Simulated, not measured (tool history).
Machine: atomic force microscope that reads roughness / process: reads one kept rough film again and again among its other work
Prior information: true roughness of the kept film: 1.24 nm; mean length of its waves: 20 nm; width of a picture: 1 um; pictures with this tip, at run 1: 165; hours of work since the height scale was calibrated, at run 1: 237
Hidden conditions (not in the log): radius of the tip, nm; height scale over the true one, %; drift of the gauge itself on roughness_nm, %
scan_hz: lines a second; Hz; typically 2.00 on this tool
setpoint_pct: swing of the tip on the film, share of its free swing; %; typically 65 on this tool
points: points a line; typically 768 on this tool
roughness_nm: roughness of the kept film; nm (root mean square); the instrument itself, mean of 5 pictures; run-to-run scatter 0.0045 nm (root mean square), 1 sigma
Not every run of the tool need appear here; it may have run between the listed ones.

run   hour  scan_hz  setpoint_pct  points  pictures with this tip  hours of work since the height scale was calibrated  roughness_nm
  1    0.0     2.00            65     768                     165                                                  237         1.017
  2    8.7     2.00            65     768                     176                                                  243         1.009
  3   24.9     2.00            65     768                     196                                                  253         1.004
  4   40.5     2.00            65    1013                     215                                                  264         0.991
  5   53.1     2.00            65    1013                     230                                                  272         1.001
  6   66.4     2.00            65    1013                     247                                                  281         0.986
  7   76.0     2.00            65    1013                     258                                                  287         0.983
      84.8  -- new tip fitted
  8   89.0     2.00            65    1013                       5                                                  296         1.066
  9  106.1     2.00            65     768                      26                                                  307         1.058
 10  120.8     2.00            65     768                      44                                                  317         1.048
 11  131.5     2.00            65     686                      57                                                  324         1.036
 12  149.2     2.00            65     686                      78                                                  336         1.043
 13  164.0     1.64            65     768                      96                                                  346         1.049
 14  179.1     1.64            65     768                     115                                                  356         1.044
 15  190.3     1.64            65     768                     129                                                  363         1.034
 16  207.5     2.00            65     459                     150                                                  375         1.014
 17  215.6     2.00            65     459                     160                                                  380         1.002
     218.0  -- height scale calibrated on a step standard
 18  233.6     2.00            65     944                     180                                                   10         0.999
 19  248.5     2.00            65     623                     199                                                   20         0.990
 20  259.3     2.00            65     623                     212                                                   28         0.987
 21  274.5     2.00            65     623                     230                                                   38         0.977
 22  289.3     2.00            65     623                     249                                                   48         0.972
 23  298.7     2.00            65     623                     260                                                   54         0.972
     306.3  -- new tip fitted
 24  308.0     2.00            65     623                       2                                                   60         1.059
     315.4  -- height scale calibrated on a step standard, once more
 25  319.3     2.00            65     623                      14                                                    3         1.053
 26  327.6     2.00            75     768                      25                                                    8         0.997
 27  336.9     2.00            74     563                      36                                                   14         1.003
 28  344.8     2.00            80     539                      46                                                   20         0.941
 29  360.4     1.25            86     870                      65                                                   30         0.972
 30  368.9     3.36            63     367                      75                                                   36         0.986
 31  385.5     1.06            77     719                      95                                                   47         1.028
 32  396.4     2.61            77     896                     109                                                   54         0.915
 33  407.0     1.91            64     896                     122                                                   61         1.039
 34  421.3     3.78            64     896                     139                                                   71         0.958
 35  432.5     3.78            84     269                     153                                                   78         0.736
 36  441.4     3.78            57     269                     164                                                   84         0.974
 37  454.0     2.00            74     768                     179                                                   93         0.959
 38  471.2     0.73            80     768                     200                                                  104         1.018
 39  480.0     3.16            68     318                     211                                                  110         0.909
 40  491.0     0.54            68     768                     224                                                  117         1.048
 41  500.6     0.54            68     768                     236                                                  124         1.042
 42  511.9     1.23            56     768                     250                                                  131         1.045
 43  523.1     1.23            56     768                     264                                                  139         1.036
     528.0  -- new tip fitted
 44  537.1     1.23            56     768                      11                                                  148         1.116
 45  547.0     1.24            80     508                      23                                                  154         1.019
 46  563.2     0.76            65     846                      43                                                  165         1.096
 47  571.8     0.76            65     846                      54                                                  171         1.098
 48  581.6     1.60            61     846                      66                                                  177         1.070
 49  595.8     1.60            61     846                      83                                                  187         1.068
 50  613.0     0.79            89     367                     104                                                  198         0.981
 51  626.6     0.79            89     367                     121                                                  208         0.978
 52  638.2     2.95            65     457                     135                                                  215         0.973

How would selected steps in roughness_nm from run to run divide? Give the signed amount a tool lacking its hidden state would still show from settings, what came in and random variation, and the signed amount left for the hidden state, including any gauge scatter that is not in both of the compared results.
Run 7 -> 8: new tip fitted. roughness_nm +0.083 nm (root mean square): hidden state +0.082, all else +0.001.
Run 23 -> 24: new tip fitted. roughness_nm +0.087 nm (root mean square): hidden state +0.090, all else -0.003.
Run 34 -> 35: setpoint_pct 64 -> 84, points 896 -> 269. roughness_nm -0.222 nm (root mean square): hidden state +0.007, all else -0.229.
Run 35 -> 36: setpoint_pct 84 -> 57. roughness_nm +0.238 nm (root mean square): hidden state -0.017, all else +0.255.
Run 39 -> 40: scan_hz 3.16 -> 0.54, points 318 -> 768. roughness_nm +0.139 nm (root mean square): hidden state -0.016, all else +0.155.
Run 43 -> 44: new tip fitted. roughness_nm +0.080 nm (root mean square): hidden state +0.085, all else -0.005.

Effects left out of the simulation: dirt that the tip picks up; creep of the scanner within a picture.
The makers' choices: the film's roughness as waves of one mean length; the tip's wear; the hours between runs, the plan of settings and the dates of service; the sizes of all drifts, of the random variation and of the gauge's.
